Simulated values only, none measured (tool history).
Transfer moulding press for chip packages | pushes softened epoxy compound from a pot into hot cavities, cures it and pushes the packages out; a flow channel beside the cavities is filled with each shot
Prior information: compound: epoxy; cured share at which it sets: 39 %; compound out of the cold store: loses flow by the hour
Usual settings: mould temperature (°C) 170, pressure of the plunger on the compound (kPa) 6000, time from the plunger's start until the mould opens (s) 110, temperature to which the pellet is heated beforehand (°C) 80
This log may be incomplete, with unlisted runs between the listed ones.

run,day,mould temperature (°C),pressure of the plunger on the compound (kPa),time from the plunger's start until the mould opens (s),temperature to which the pellet is heated beforehand (°C),incoming compound's hours out of the cold store,length that the compound runs in the flow channel (mm),greatest force on the pins that push the packages out (N)
1,0.000,170,6000,110,80,20.9,929,755
# day 0.854: cavities cleaned with cleaning compound and waxed
2,1.842,170,6000,110,80,24.6,922,923
3,4.321,170,6000,110,80,28.8,908,897
# day 5.150: cavities cleaned with cleaning compound and waxed
4,7.112,170,6000,125,80,23.6,913,587
# day 8.079: cavities cleaned with cleaning compound and waxed, once more
5,9.329,170,6000,125,80,9.8,962,535
# day 12.446: cavities cleaned with cleaning compound and waxed
6,12.788,170,6000,125,80,10.7,925,423
7,16.504,170,6000,99,80,47.9,807,822
# day 16.721: cavities cleaned with cleaning compound and waxed
8,18.892,170,6000,99,80,28.7,863,726
# day 21.038: cavities cleaned with cleaning compound and waxed
9,22.338,172,6000,99,80,38.9,810,584
10,24.004,163,6000,99,80,40.4,837,1268
# day 25.450: cavities cleaned with cleaning compound and waxed
11,27.288,163,6000,99,80,37.2,826,1139
# day 29.992: cavities cleaned with cleaning compound and waxed
12,30.617,163,6000,99,80,41.1,828,1037
13,32.638,167,6000,110,80,8.3,900,820
# day 34.504: cavities cleaned with cleaning compound and waxed
# day 35.492: plunger's sealing rings changed
14,35.767,170,6000,135,80,28.7,921,528
15,37.517,170,6000,135,80,37.6,881,621
# day 38.967: cavities cleaned with cleaning compound and waxed
16,40.404,170,6000,135,80,8.0,996,533
# day 43.375: cavities cleaned with cleaning compound and waxed
17,43.442,170,6570,110,80,23.8,945,463
18,46.829,171,5170,96,80,44.7,772,801
# day 47.700: cavities cleaned with cleaning compound and waxed
19,49.383,171,6150,132,80,10.3,946,557
20,51.700,170,6000,115,80,35.1,858,703
# day 52.196: cavities cleaned with cleaning compound and waxed
21,55.092,163,6610,110,85,22.6,946,1073
# day 56.492: cavities cleaned with cleaning compound and waxed
22,57.362,170,6000,138,80,9.6,922,466
# day 60.846: cavities cleaned with cleaning compound and waxed
23,60.846,170,6000,138,80,36.7,819,401
24,62.742,163,6390,107,77,41.2,841,1030
# day 63.417: mould's thermocouples calibrated
# day 65.429: cavities cleaned with cleaning compound and waxed
25,65.583,163,6390,107,77,19.4,909,768
26,67.529,164,6000,112,80,16.7,880,902
# day 69.758: cavities cleaned with cleaning compound and waxed
27,69.758,172,5320,101,79,20.0,786,459

Consider 4 possible next runs. They are alternatives, not a sequence: every one starts from the tool as it was left by run 27. What does each give?
A,73.138,165,5320,101,75,37.8,?,?
B,73.138,165,5320,115,88,35.9,?,?
C,73.138,170,5140,97,80,46.7,?,?
D,73.138,163,6840,101,79,14.0,?,?

run,length that the compound runs in the flow channel (mm),greatest force on the pins that push the packages out (N)
A,757,1113
B,754,814
C,697,823
D,931,1353
The same runs, with their run-to-run variation unchanged, on a tool lacking any hidden condition would have given:
run,length that the compound runs in the flow channel (mm),greatest force on the pins that push the packages out (N)
A,864,696
B,861,508
C,796,513
D,1063,843

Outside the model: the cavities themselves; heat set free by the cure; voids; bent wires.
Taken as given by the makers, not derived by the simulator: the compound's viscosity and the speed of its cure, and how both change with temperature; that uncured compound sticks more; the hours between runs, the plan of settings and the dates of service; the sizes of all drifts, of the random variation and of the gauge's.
